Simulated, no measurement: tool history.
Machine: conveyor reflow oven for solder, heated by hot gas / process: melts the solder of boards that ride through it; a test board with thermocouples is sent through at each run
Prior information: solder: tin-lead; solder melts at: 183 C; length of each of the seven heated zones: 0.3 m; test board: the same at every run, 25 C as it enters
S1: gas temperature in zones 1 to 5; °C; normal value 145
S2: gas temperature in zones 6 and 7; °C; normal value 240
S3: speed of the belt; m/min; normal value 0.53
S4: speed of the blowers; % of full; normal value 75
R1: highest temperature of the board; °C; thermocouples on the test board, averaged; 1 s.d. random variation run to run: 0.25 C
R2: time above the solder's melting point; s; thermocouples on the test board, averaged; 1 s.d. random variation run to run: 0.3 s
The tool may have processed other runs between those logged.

run 1 hour=0 | S1=145 S2=240 S3=0.53 S4=75 | R1=226.2 R2=59.4
run 2 hour=24 | S1=145 S2=250 S3=0.53 S4=75 | R1=235.1 R2=62.9
run 3 hour=39.7 | S1=145 S2=240 S3=0.455 S4=75 | R1=230.3 R2=70.8
run 4 hour=61 | S1=145 S2=240 S3=0.53 S4=75 | R1=226 R2=59.4
run 5 hour=78.4 | S1=145 S2=240 S3=0.53 S4=75 | R1=225.9 R2=58.6
run 6 hour=101.2 | S1=145 S2=240 S3=0.53 S4=75 | R1=226.4 R2=58.5
run 7 hour=127.3 | S1=145 S2=240 S3=0.53 S4=75 | R1=226.2 R2=58.5
-- hour=143.5 flux residue cleaned out of gas plates and filters
run 8 hour=162.7 | S1=145 S2=240 S3=0.53 S4=57 | R1=222.8 R2=57
run 9 hour=175.7 | S1=152 S2=240 S3=0.53 S4=75 | R1=227 R2=62.2
run 10 hour=200.5 | S1=152 S2=240 S3=0.53 S4=75 | R1=227.3 R2=61.7
run 11 hour=226.1 | S1=152 S2=240 S3=0.53 S4=75 | R1=227.4 R2=62
run 12 hour=253.9 | S1=152 S2=240 S3=0.53 S4=75 | R1=227.5 R2=61.2
run 13 hour=270.5 | S1=152 S2=240 S3=0.53 S4=75 | R1=227.3 R2=61.7
run 14 hour=300.1 | S1=145 S2=240 S3=0.626 S4=75 | R1=220.7 R2=47.2
run 15 hour=326.1 | S1=145 S2=238 S3=0.53 S4=75 | R1=224.4 R2=57.7
run 16 hour=343.9 | S1=145 S2=240 S3=0.53 S4=63 | R1=224.3 R2=57.5
run 17 hour=361.8 | S1=145 S2=235 S3=0.428 S4=81 | R1=228.1 R2=74.3
run 18 hour=392.4 | S1=133 S2=240 S3=0.561 S4=87 | R1=224.7 R2=51
run 19 hour=421.6 | S1=133 S2=240 S3=0.561 S4=87 | R1=224.5 R2=51.4
run 20 hour=444.3 | S1=145 S2=251 S3=0.457 S4=80 | R1=240.8 R2=76.1
run 21 hour=461.1 | S1=145 S2=251 S3=0.457 S4=80 | R1=240.8 R2=75.4
run 22 hour=489.8 | S1=150 S2=243 S3=0.517 S4=57 | R1=227.4 R2=63.2
run 23 hour=518.7 | S1=145 S2=240 S3=0.536 S4=75 | R1=225.5 R2=57.6
run 24 hour=545.3 | S1=145 S2=244 S3=0.53 S4=57 | R1=226.6 R2=59.6
run 25 hour=574.5 | S1=145 S2=244 S3=0.53 S4=57 | R1=226.5 R2=58.6
run 26 hour=605.6 | S1=145 S2=249 S3=0.484 S4=54 | R1=233.1 R2=67.8
run 27 hour=633.7 | S1=145 S2=244 S3=0.515 S4=54 | R1=226.9 R2=60.8
run 28 hour=663.1 | S1=145 S2=253 S3=0.515 S4=89 | R1=240.5 R2=67.3
run 29 hour=684.9 | S1=145 S2=253 S3=0.515 S4=89 | R1=240.6 R2=66.4
run 30 hour=699.4 | S1=145 S2=253 S3=0.515 S4=89 | R1=240.9 R2=66.7
run 31 hour=723.2 | S1=145 S2=248 S3=0.585 S4=75 | R1=230.8 R2=55

Predict each of these 4 candidate next runs independently; none follows another, all start after run 31:
run A hour=744 | S1=152 S2=248 S3=0.585 S4=50 | R1=? R2=?
run B hour=744 | S1=145 S2=242 S3=0.639 S4=68 | R1=? R2=?
run C hour=744 | S1=152 S2=240 S3=0.53 S4=69 | R1=? R2=?
run D hour=744 | S1=155 S2=248 S3=0.528 S4=75 | R1=? R2=?

run=A R1=226.1 R2=55.1
run=B R1=220.6 R2=45.5
run=C R1=226.2 R2=61.5
run=D R1=234.7 R2=66.2
Had the tool no hidden state, the same runs would have come out as:
run=A R1=226.1 R2=55
run=B R1=220.6 R2=45.5
run=C R1=226.2 R2=61.4
run=D R1=234.7 R2=66.1
